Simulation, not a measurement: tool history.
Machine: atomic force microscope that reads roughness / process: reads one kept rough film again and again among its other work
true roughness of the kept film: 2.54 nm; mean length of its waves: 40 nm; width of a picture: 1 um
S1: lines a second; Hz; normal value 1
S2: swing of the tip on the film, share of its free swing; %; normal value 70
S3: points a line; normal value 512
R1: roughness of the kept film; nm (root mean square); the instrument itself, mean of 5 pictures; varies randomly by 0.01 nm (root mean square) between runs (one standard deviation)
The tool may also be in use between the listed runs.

Run 1, hour 0: usual settings. Result: R1 2.284 nm (root mean square).
Run 2, hour 15.2: usual settings. Result: R1 2.269 nm (root mean square).
Run 3, hour 32.6: usual settings but S3 326. Result: R1 2.275 nm (root mean square).
Run 4, hour 50.2: usual settings but S3 326. Result: R1 2.274 nm (root mean square).
Run 5, hour 73.1: usual settings but S3 326. Result: R1 2.285 nm (root mean square).
Run 6, hour 89.8: usual settings. Result: R1 2.303 nm (root mean square).
Run 7, hour 104.6: usual settings. Result: R1 2.291 nm (root mean square).
Run 8, hour 120.8: usual settings. Result: R1 2.282 nm (root mean square).
At hour 137.3: new tip fitted.
Run 9, hour 144.3: usual settings. Result: R1 2.291 nm (root mean square).
Run 10, hour 155.2: usual settings. Result: R1 2.276 nm (root mean square).
Run 11, hour 181.2: usual settings. Result: R1 2.29 nm (root mean square).
Run 12, hour 204: usual settings. Result: R1 2.272 nm (root mean square).
Run 13, hour 219.7: usual settings. Result: R1 2.288 nm (root mean square).
Run 14, hour 243.5: usual settings. Result: R1 2.282 nm (root mean square).
Run 15, hour 268.7: usual settings but S1 0.84 Hz, S2 62 %. Result: R1 2.342 nm (root mean square).
Run 16, hour 285.9: usual settings but S1 3.03 Hz, S2 87 %, S3 559. Result: R1 1.688 nm (root mean square).
At hour 300.8: new tip fitted.
Run 17, hour 310.8: usual settings but S1 3.03 Hz, S2 87 %, S3 420. Result: R1 1.682 nm (root mean square).
Run 18, hour 322.3: usual settings but S1 3.03 Hz, S2 87 %, S3 420. Result: R1 1.687 nm (root mean square).
Run 19, hour 338: usual settings but S1 3.03 Hz, S2 87 %, S3 959. Result: R1 1.706 nm (root mean square).

Forecast run 20:
Run 20, hour 362.9: usual settings but S1 2.44 Hz, S2 84 %. Result: R1 ?.

{"run 20": {"R1": 1.851}}
With the hidden condition absent and the run-to-run variation left alone, this run would have shown R1 1.853 nm (root mean square).
